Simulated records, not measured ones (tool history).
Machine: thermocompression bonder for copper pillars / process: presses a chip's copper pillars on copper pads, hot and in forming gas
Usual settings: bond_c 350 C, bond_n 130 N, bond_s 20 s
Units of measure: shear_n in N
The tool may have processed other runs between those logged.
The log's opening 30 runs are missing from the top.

run    hour  bond_c  bond_n  bond_s  hours of work since the heater was calibrated  hours of work since the force cell was calibrated  hours of work since the gas filter was changed  shear_n
 31   891.8     357     130      20                                            294                                               1445                                              88     49.0
 32   925.0     353     141      12                                            318                                               1469                                             113     40.5
 33   965.7     364     189      13                                            349                                               1500                                             143     53.3
 34   994.7     350      89      44                                            371                                               1522                                             165     46.7
 35  1031.8     358     138      16                                            398                                               1549                                             192     46.4
 36  1070.8     358     138      16                                            427                                               1578                                             222     46.9
 37  1109.4     358     138      16                                            456                                               1607                                             250     45.5
     1132.7  -- force cell calibrated
     1150.5  -- forming gas filter changed
 38  1153.3     358     138      11                                            487                                                 15                                               2     40.8
 39  1188.8     358     138      11                                            514                                                 42                                              29     41.4

Alternative continuations, all from the tool just after run 39; predict every row:
  A  1215.6     337      88      11                                            534                                                 62                                              49        ?
  B  1215.6     345     188      18                                            534                                                 62                                              49        ?
  C  1215.6     368     191      37                                            534                                                 62                                              49        ?
  D  1215.6     358     120      29                                            534                                                 62                                              49        ?

run  shear_n
  A     23.9
  B     52.4
  C     79.8
  D     55.4
Had the tool no hidden state, the same runs would have come out as:
run  shear_n
  A     23.7
  B     52.2
  C     79.6
  D     55.2
